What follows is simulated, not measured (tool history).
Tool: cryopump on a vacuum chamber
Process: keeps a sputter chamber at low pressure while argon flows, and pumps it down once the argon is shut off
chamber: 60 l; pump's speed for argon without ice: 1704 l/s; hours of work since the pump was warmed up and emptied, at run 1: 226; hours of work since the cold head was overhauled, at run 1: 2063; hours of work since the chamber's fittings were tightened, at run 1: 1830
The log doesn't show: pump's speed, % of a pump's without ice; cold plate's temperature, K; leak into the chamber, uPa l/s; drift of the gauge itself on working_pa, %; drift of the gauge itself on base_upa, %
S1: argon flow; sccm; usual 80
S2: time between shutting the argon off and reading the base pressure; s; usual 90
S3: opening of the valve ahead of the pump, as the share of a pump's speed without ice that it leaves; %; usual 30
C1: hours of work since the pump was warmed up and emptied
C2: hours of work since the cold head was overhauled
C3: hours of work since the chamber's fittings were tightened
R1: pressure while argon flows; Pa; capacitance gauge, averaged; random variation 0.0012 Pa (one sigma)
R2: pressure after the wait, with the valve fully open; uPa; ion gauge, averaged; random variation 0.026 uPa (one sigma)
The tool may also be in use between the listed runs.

run    hour   S1   S2  S3   C1    C2    C3      R1    R2
  1     0.0   80   90  30  226  2063  1830  0.2766  3.05
  2   100.9   80   20  30  287  2125  1892  0.2816  6.62
      158.6  -- leaking fittings of the chamber tightened, without venting
  3   185.0   80  107  30  338  2175    16  0.2846  1.08
  4   270.8   80   90  30  390  2228    69  0.2878  1.27
  5   376.1   80   90  37  454  2292   133  0.2436  1.41
  6   460.5   80   90  37  506  2343   184  0.2473  1.47
      518.7  -- pump warmed up, emptied and cooled again
  7   580.3   80   90  31   38  2414   254  0.2617  1.40
  8   682.3   80   90  31  100  2476   317  0.2630  1.53
  9   743.0  105   90  30  137  2513   354  0.3580  1.51
 10   848.4   80   90  18  201  2577   418  0.4537  1.65
 11   920.1   80   90  18  245  2621   462  0.4612  1.70
 12  1006.3   80   90  18  298  2674   515  0.4614  1.79
 13  1125.2   64   85  46  370  2746   587  0.1579  1.91
 14  1231.7   64   85  46  435  2811   652  0.1605  2.01
 15  1339.1   64   85  46  501  2877   718  0.1661  2.24
     1405.7  -- pump warmed up, emptied and cooled again
 16  1426.8   80  133  38   13  2927   768  0.2140  1.54
 17  1526.4   71  173  38   74  2988   829  0.1912  1.54
 18  1645.8   71  173  38  147  3061   902  0.1949  1.65
 19  1708.2   71  173  38  185  3099   940  0.1972  1.69
 20  1762.9   71   84  33  218  3133   974  0.2265  2.24
 21  1877.7   91   90  30  288  3203  1044  0.3210  2.36
 22  1975.9   91   27  22  348  3263  1104  0.4355  4.76
 23  2092.7   47   71  30  419  3334  1175  0.1711  2.91

5 ways to go on from here, each from the tool as it stands after run 23. What would each give?
  A  2166.6   95  35  29  465  3379  1220   ?   ?
  B  2166.6   77  24  24  465  3379  1220   ?   ?
  C  2166.6   60  28  17  465  3379  1220   ?   ?
  D  2166.6   47  36  30  465  3379  1220   ?   ?
  E  2166.6  117  71  20  465  3379  1220   ?   ?

run      R1    R2
  A  0.3604  4.19
  B  0.3459  5.47
  C  0.3721  4.76
  D  0.1752  4.26
  E  0.6291  2.97
Without the tool's hidden state the same runs would have given:
run      R1    R2
  A  0.3240  2.62
  B  0.3165  3.85
  C  0.3491  3.20
  D  0.1570  2.63
  E  0.5839  1.39
